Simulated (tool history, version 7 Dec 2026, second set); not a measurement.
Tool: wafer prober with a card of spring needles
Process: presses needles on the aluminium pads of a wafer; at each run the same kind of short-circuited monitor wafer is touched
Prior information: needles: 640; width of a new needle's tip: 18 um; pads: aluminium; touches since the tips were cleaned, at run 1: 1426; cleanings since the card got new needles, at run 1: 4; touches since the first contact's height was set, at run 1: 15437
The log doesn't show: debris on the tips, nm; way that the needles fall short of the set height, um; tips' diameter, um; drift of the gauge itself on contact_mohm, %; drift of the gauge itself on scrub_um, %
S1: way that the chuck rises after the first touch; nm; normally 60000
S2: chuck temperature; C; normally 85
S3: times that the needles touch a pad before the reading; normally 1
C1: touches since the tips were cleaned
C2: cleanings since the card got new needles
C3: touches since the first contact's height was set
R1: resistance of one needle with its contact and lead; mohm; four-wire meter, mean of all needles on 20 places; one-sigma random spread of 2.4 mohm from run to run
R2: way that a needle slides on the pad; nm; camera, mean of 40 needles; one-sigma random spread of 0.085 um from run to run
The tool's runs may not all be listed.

run 1 hour=0 | S1=60000 S2=85 S3=1 | C1=1426 C2=4 C3=15437 | R1=281 R2=11330
-- hour=9.5 tips cleaned on abrasive film
-- hour=24.9 tips cleaned on abrasive film
run 2 hour=28.9 | S1=60000 S2=85 S3=1 | C1=1017 C2=6 C3=22798 | R1=284 R2=11490
-- hour=38.2 tips cleaned on abrasive film
-- hour=53.4 tips cleaned on abrasive film
run 3 hour=62.8 | S1=60000 S2=85 S3=1 | C1=2418 C2=8 C3=31446 | R1=284 R2=11190
-- hour=68.4 tips cleaned on abrasive film
-- hour=83.5 tips cleaned on abrasive film
-- hour=99.2 tips cleaned on abrasive film
-- hour=111.9 tips cleaned on abrasive film
run 4 hour=116.4 | S1=60000 S2=85 S3=1 | C1=1171 C2=12 C3=45091 | R1=283 R2=11320
-- hour=125.6 tips cleaned on abrasive film
-- hour=140.6 tips cleaned on abrasive film
run 5 hour=147 | S1=60000 S2=85 S3=1 | C1=1624 C2=14 C3=52875 | R1=287 R2=11210
-- hour=153.4 tips cleaned on abrasive film
-- hour=167.6 tips cleaned on abrasive film
-- hour=182.6 tips cleaned on abrasive film
run 6 hour=188.2 | S1=60000 S2=96 S3=1 | C1=1439 C2=17 C3=63361 | R1=288 R2=11300
-- hour=197.7 tips cleaned on abrasive film
-- hour=213.2 tips cleaned on abrasive film
-- hour=229 tips cleaned on abrasive film
run 7 hour=240.9 | S1=66000 S2=96 S3=1 | C1=3040 C2=20 C3=76799 | R1=294 R2=12300
-- hour=244.1 tips cleaned on abrasive film
-- hour=256.7 tips cleaned on abrasive film
-- hour=271.7 tips cleaned on abrasive film
-- hour=274.8 tips cleaned on abrasive film, once more
-- hour=289.7 tips cleaned on abrasive film
run 8 hour=294.7 | S1=60000 S2=54 S3=1 | C1=1278 C2=25 C3=90469 | R1=274 R2=11040
-- hour=303.8 tips cleaned on abrasive film
-- hour=318.7 tips cleaned on abrasive film
-- hour=333.8 tips cleaned on abrasive film
-- hour=349.6 tips cleaned on abrasive film
run 9 hour=350.3 | S1=79000 S2=54 S3=1 | C1=173 C2=29 C3=104625 | R1=257 R2=14460
-- hour=365.2 tips cleaned on abrasive film
run 10 hour=375.8 | S1=79000 S2=54 S3=1 | C1=2719 C2=30 C3=111152 | R1=266 R2=14550
-- hour=379.1 tips cleaned on abrasive film
-- hour=394.7 tips cleaned on abrasive film
-- hour=410.4 tips cleaned on abrasive film
run 11 hour=415.3 | S1=79000 S2=54 S3=1 | C1=1246 C2=33 C3=121203 | R1=266 R2=14470
-- hour=421.9 height of the first contact set anew
-- hour=425.1 tips cleaned on abrasive film
-- hour=437.8 tips cleaned on abrasive film
run 12 hour=442.1 | S1=79000 S2=54 S3=1 | C1=1104 C2=35 C3=5127 | R1=267 R2=14960
-- hour=451.6 tips cleaned on abrasive film
-- hour=467 tips cleaned on abrasive film
-- hour=482.7 tips cleaned on abrasive film
-- hour=495.4 tips cleaned on abrasive film
run 13 hour=495.4 | S1=79000 S2=54 S3=1 | C1=0 C2=39 C3=18710 | R1=253 R2=15100
-- hour=508.1 tips cleaned on abrasive film
-- hour=523.3 tips cleaned on abrasive film
-- hour=538.3 tips cleaned on abrasive film
-- hour=552.3 tips cleaned on abrasive film
run 14 hour=552.3 | S1=79000 S2=54 S3=1 | C1=0 C2=43 C3=33184 | R1=252 R2=14880
-- hour=564.9 tips cleaned on abrasive film
-- hour=580.2 tips cleaned on abrasive film
-- hour=595.9 tips cleaned on abrasive film
run 15 hour=596.3 | S1=73000 S2=60 S3=3 | C1=90 C2=46 C3=44399 | R1=253 R2=13620
-- hour=611.1 tips cleaned on abrasive film
-- hour=626.1 tips cleaned on abrasive film
run 16 hour=632.7 | S1=73000 S2=45 S3=2 | C1=1703 C2=48 C3=53684 | R1=262 R2=13700
-- hour=639.1 tips cleaned on abrasive film
-- hour=651.7 tips cleaned on abrasive film
-- hour=666.6 tips cleaned on abrasive film
run 17 hour=667.9 | S1=70000 S2=36 S3=2 | C1=330 C2=51 C3=62624 | R1=258 R2=13130
-- hour=680.4 tips cleaned on abrasive film
-- hour=695.4 tips cleaned on abrasive film
run 18 hour=702.9 | S1=69000 S2=81 S3=1 | C1=1941 C2=53 C3=71565 | R1=282 R2=12880
-- hour=709.3 tips cleaned on abrasive film
-- hour=724.8 tips cleaned on abrasive film
run 19 hour=733.5 | S1=55000 S2=85 S3=1 | C1=2235 C2=55 C3=79364 | R1=304 R2=9960
-- hour=739.4 tips cleaned on abrasive film
-- hour=752 tips cleaned on abrasive film
-- hour=767.1 tips cleaned on abrasive film
-- hour=782.3 tips cleaned on abrasive film
run 20 hour=786.6 | S1=76000 S2=43 S3=1 | C1=1099 C2=59 C3=92879 | R1=263 R2=14090
-- hour=795.9 tips cleaned on abrasive film
-- hour=808.5 tips cleaned on abrasive film
-- hour=824 tips cleaned on abrasive film
run 21 hour=831.9 | S1=76000 S2=43 S3=1 | C1=2043 C2=62 C3=104419 | R1=268 R2=14040
-- hour=837.6 tips cleaned on abrasive film
-- hour=850.2 tips cleaned on abrasive film
-- hour=862.9 tips cleaned on abrasive film
-- hour=875.5 tips cleaned on abrasive film
run 22 hour=887.7 | S1=77000 S2=31 S3=2 | C1=3132 C2=66 C3=118634 | R1=264 R2=14210
-- hour=891 tips cleaned on abrasive film
-- hour=903.3 height of the first contact set anew
-- hour=906.4 tips cleaned on abrasive film
run 23 hour=917.6 | S1=44000 S2=85 S3=1 | C1=2870 C2=68 C3=3642 | R1=334 R2=8570
-- hour=920.9 tips cleaned on abrasive film
-- hour=935.3 tips cleaned on abrasive film
run 24 hour=943.9 | S1=51000 S2=27 S3=2 | C1=2206 C2=70 C3=10322 | R1=283 R2=9690
-- hour=950.2 tips cleaned on abrasive film
-- hour=965.8 tips cleaned on abrasive film
-- hour=981.6 tips cleaned on abrasive film
run 25 hour=985.9 | S1=60000 S2=41 S3=2 | C1=1117 C2=73 C3=21027 | R1=263 R2=11540
-- hour=995.4 tips cleaned on abrasive film
-- hour=1010.6 tips cleaned on abrasive film
-- hour=1025.5 tips cleaned on abrasive film
run 26 hour=1036.9 | S1=41000 S2=105 S3=1 | C1=2928 C2=76 C3=34030 | R1=351 R2=7550
-- hour=1040.1 tips cleaned on abrasive film
-- hour=1052.8 tips cleaned on abrasive film
-- hour=1068.2 tips cleaned on abrasive film
-- hour=1083.1 tips cleaned on abrasive film
run 27 hour=1083.1 | S1=45000 S2=63 S3=1 | C1=0 C2=80 C3=45777 | R1=278 R2=8480

What if the next run were any one of these 5? Each begins from the tool's condition after run 27:
-- hour=1095.8 tips cleaned on abrasive film
-- hour=1111.2 tips cleaned on abrasive film
run A hour=1113.9 | S1=51000 S2=85 S3=1 | C1=693 C2=82 C3=53626 | R1=? R2=?
-- hour=1095.8 tips cleaned on abrasive film
-- hour=1111.2 tips cleaned on abrasive film
run B hour=1113.9 | S1=56000 S2=63 S3=3 | C1=693 C2=82 C3=53626 | R1=? R2=?
-- hour=1095.8 tips cleaned on abrasive film
-- hour=1111.2 tips cleaned on abrasive film
run C hour=1113.9 | S1=52000 S2=33 S3=1 | C1=693 C2=82 C3=53626 | R1=? R2=?
-- hour=1095.8 tips cleaned on abrasive film
-- hour=1111.2 tips cleaned on abrasive film
run D hour=1113.9 | S1=70000 S2=63 S3=2 | C1=693 C2=82 C3=53626 | R1=? R2=?
-- hour=1095.8 tips cleaned on abrasive film
-- hour=1111.2 tips cleaned on abrasive film
run E hour=1113.9 | S1=60000 S2=63 S3=1 | C1=693 C2=82 C3=53626 | R1=? R2=?

run=A R1=291 R2=9550
run=B R1=273 R2=10510
run=C R1=273 R2=9530
run=D R1=267 R2=13280
run=E R1=278 R2=11250
Without the tool's hidden state the same runs would have given:
run=A R1=270 R2=9870
run=B R1=262 R2=10830
run=C R1=252 R2=9850
run=D R1=257 R2=13600
run=E R1=261 R2=11570
